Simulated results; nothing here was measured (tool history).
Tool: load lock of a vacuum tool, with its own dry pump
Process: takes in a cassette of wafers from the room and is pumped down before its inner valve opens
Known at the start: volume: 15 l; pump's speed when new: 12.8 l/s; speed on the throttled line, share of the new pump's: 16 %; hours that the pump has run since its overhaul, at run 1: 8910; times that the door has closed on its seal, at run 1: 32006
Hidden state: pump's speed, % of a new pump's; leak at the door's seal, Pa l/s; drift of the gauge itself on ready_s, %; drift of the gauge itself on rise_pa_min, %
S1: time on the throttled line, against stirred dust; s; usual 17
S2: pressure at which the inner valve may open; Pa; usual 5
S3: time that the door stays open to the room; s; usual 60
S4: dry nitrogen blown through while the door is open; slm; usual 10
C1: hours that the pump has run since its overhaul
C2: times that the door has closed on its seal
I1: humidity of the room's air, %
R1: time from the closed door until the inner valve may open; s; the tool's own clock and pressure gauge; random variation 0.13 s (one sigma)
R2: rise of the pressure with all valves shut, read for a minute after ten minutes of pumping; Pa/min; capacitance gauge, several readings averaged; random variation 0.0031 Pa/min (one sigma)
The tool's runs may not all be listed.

| run | day | S1 | S2 | S3 | S4 | C1 | C2 | I1 | R1 | R2 |
|---|---|---|---|---|---|---|---|---|---|---|
| 1 | 0 | 17 | 5 | 60 | 10 | 8910 | 32006 | 45.5 | 28.1 | 0.167 |
| 2 | 10.558 | 17 | 5 | 60 | 10 | 9164 | 33188 | 46.4 | 28.4 | 0.173 |
| 3 | 15.612 | 17 | 5 | 60 | 10 | 9285 | 33754 | 46 | 28.4 | 0.174 |
| 4 | 27.058 | 17 | 8 | 60 | 10 | 9559 | 35035 | 43.2 | 27.8 | 0.173 |
| 5 | 32.012 | 17 | 5 | 60 | 10 | 9678 | 35590 | 47.1 | 28.3 | 0.179 |
| 6 | 37.321 | 17 | 5 | 60 | 10 | 9806 | 36184 | 43.9 | 28.6 | 0.175 |
| 7 | 43.204 | 17 | 5 | 60 | 10 | 9947 | 36843 | 46.7 | 28.7 | 0.186 |
| 8 | 55.079 | 17 | 8 | 60 | 10 | 10232 | 38172 | 42.6 | 27.7 | 0.189 |
| 9 | 61.329 | 17 | 5 | 60 | 10 | 10382 | 38872 | 43.3 | 28.8 | 0.187 |
|  | 65.029 | dry pump taken out, an overhauled one fitted |
| 10 | 73.921 | 17 | 5 | 60 | 10 | 213 | 40254 | 45.4 | 26.1 | 0.198 |
| 11 | 82.658 | 17 | 5 | 33 | 10 | 423 | 41232 | 44.9 | 26.1 | 0.188 |
| 12 | 90.929 | 12 | 4 | 120 | 13 | 622 | 42158 | 48.2 | 22.2 | 0.237 |
| 13 | 101.125 | 12 | 4 | 97 | 13 | 866 | 43299 | 43.8 | 22.5 | 0.22 |
| 14 | 108.917 | 12 | 10 | 97 | 17 | 1053 | 44171 | 45.9 | 21.2 | 0.224 |
| 15 | 114.45 | 17 | 5 | 88 | 10 | 1186 | 44791 | 45.6 | 26.2 | 0.229 |
| 16 | 120.212 | 32 | 6 | 88 | 10 | 1324 | 45436 | 47 | 38.5 | 0.243 |
| 17 | 128.829 | 17 | 4 | 88 | 10 | 1531 | 46401 | 46.5 | 26.7 | 0.247 |
| 18 | 135.158 | 17 | 4 | 88 | 10 | 1683 | 47109 | 46 | 26.6 | 0.25 |
| 19 | 141.767 | 9 | 6 | 60 | 10 | 1842 | 47849 | 45.1 | 19.4 | 0.23 |
|  | 147.412 | door's seal changed, seat wiped |
| 20 | 152.142 | 9 | 6 | 60 | 10 | 2089 | 530 | 41.9 | 19.6 | 0.082 |
| 21 | 162.112 | 9 | 6 | 56 | 10 | 2329 | 1646 | 47 | 19.5 | 0.089 |

Forecast run 22:
| 22 | 172.208 | 17 | 9 | 60 | 10 | 2571 | 2776 | 45.1 | ? | ? |

Run 22 gave R1 25.8 s, R2 0.09 Pa/min.
Without the tool's hidden state the same run would have given R1 25.4 s, R2 0.088 Pa/min.
